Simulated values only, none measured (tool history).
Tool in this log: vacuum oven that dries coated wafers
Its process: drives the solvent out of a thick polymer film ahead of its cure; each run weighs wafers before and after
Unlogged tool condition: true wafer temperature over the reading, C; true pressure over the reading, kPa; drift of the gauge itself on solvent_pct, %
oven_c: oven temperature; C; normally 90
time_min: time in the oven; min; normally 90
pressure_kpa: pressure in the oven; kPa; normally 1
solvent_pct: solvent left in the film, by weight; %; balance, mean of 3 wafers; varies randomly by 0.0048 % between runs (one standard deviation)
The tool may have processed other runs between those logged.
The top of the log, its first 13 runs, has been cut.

run,hour,oven_c,time_min,pressure_kpa,hours of work since the thermocouples were calibrated,hours of work since the vacuum gauge was cleaned of residue,solvent_pct
14,512.8,90,90,1,156,571,1.015
15,566.9,90,90,1,178,592,1.014
16,617.2,90,90,1,198,612,1.016
17,669.8,90,90,1,219,634,1.01
18,710.5,90,90,1,235,650,1.006
19,745.8,90,90,1,249,664,1.006
20,786.4,90,90,1,266,680,1.009
21,842.9,90,60,1,288,703,1.882
22,895.5,90,133,1,309,724,0.617
23,922.2,90,133,1,320,735,0.625
24,946.8,90,93,1,330,745,0.946
25,978.5,90,93,1,343,757,0.952
26,1032.2,83,86,2.13,364,779,2.932
27,1082.1,90,90,0.54,384,799,0.794
28,1113.3,90,70,2.21,397,811,1.963
29,1143.2,103,113,0.54,409,823,0.188
30,1168.7,103,113,0.54,419,834,0.183

Expected results for the next run?
31,1206,78,97,2.71,434,849,?

{"run 31": {"solvent_pct": 4.212}}
The same run, on a tool lacking any hidden state, would have yielded solvent_pct 4.435 %.

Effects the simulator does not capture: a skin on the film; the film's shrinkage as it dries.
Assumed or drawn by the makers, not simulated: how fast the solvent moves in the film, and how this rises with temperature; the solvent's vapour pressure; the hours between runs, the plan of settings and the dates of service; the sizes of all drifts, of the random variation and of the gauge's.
